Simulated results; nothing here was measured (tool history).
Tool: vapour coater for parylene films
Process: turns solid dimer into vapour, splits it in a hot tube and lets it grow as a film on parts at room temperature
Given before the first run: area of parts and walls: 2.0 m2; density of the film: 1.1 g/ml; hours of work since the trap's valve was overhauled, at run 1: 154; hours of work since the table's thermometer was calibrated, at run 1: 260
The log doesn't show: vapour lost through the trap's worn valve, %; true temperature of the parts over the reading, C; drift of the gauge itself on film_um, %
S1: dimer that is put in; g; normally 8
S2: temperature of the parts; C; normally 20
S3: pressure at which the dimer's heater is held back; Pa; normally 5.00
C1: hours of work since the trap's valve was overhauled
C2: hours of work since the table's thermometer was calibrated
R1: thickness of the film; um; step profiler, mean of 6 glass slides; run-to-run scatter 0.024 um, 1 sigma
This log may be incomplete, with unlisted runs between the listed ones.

| run | hour | S1 | S2 | S3 | C1 | C2 | R1 |
|---|---|---|---|---|---|---|---|
| 1 | 0.0 | 8 | 20 | 5.00 | 154 | 260 | 1.56 |
| 2 | 18.1 | 8 | 20 | 5.00 | 163 | 269 | 1.60 |
| 3 | 43.3 | 8 | 20 | 5.00 | 175 | 281 | 1.60 |
| 4 | 64.3 | 8 | 20 | 5.00 | 186 | 292 | 1.62 |
| 5 | 85.8 | 8 | 23 | 5.00 | 197 | 303 | 1.52 |
| 6 | 104.5 | 8 | 23 | 5.00 | 206 | 312 | 1.47 |
| 7 | 123.0 | 8 | 23 | 5.00 | 215 | 321 | 1.52 |
| 8 | 152.8 | 8 | 23 | 2.90 | 230 | 336 | 1.65 |
| 9 | 174.6 | 8 | 23 | 2.90 | 241 | 347 | 1.68 |
| 10 | 203.6 | 8 | 20 | 5.26 | 256 | 362 | 1.55 |
| 11 | 224.8 | 8 | 20 | 5.26 | 267 | 373 | 1.55 |
| 12 | 241.4 | 8 | 15 | 5.59 | 275 | 381 | 1.74 |
| 13 | 263.6 | 8 | 15 | 5.59 | 286 | 392 | 1.70 |
| 14 | 289.1 | 3 | 18 | 3.54 | 299 | 405 | 0.66 |
| 15 | 304.1 | 12 | 27 | 7.16 | 307 | 413 | 1.88 |
| 16 | 329.0 | 7 | 13 | 2.39 | 319 | 425 | 1.83 |
| 17 | 345.7 | 4 | 29 | 2.39 | 328 | 434 | 0.70 |
| 18 | 361.5 | 7 | 20 | 5.00 | 335 | 441 | 1.33 |
| 19 | 385.4 | 4 | 13 | 6.67 | 347 | 453 | 0.84 |
| 20 | 398.4 | 4 | 13 | 6.67 | 354 | 460 | 0.84 |
| 21 | 416.2 | 4 | 13 | 6.67 | 363 | 469 | 0.88 |

Consider 3 possible next runs. They are alternatives, not a sequence: every one starts from the tool as it was left by run 21. What does each give?
| A | 431.7 | 3 | 24 | 3.10 | 371 | 477 | ? |
| B | 431.7 | 4 | 22 | 6.43 | 371 | 477 | ? |
| C | 431.7 | 8 | 20 | 6.31 | 371 | 477 | ? |

| run | R1 |
|---|---|
| A | 0.57 |
| B | 0.72 |
| C | 1.46 |
What these runs would have given with no unlogged condition in the tool:
| run | R1 |
|---|---|
| A | 0.62 |
| B | 0.78 |
| C | 1.58 |
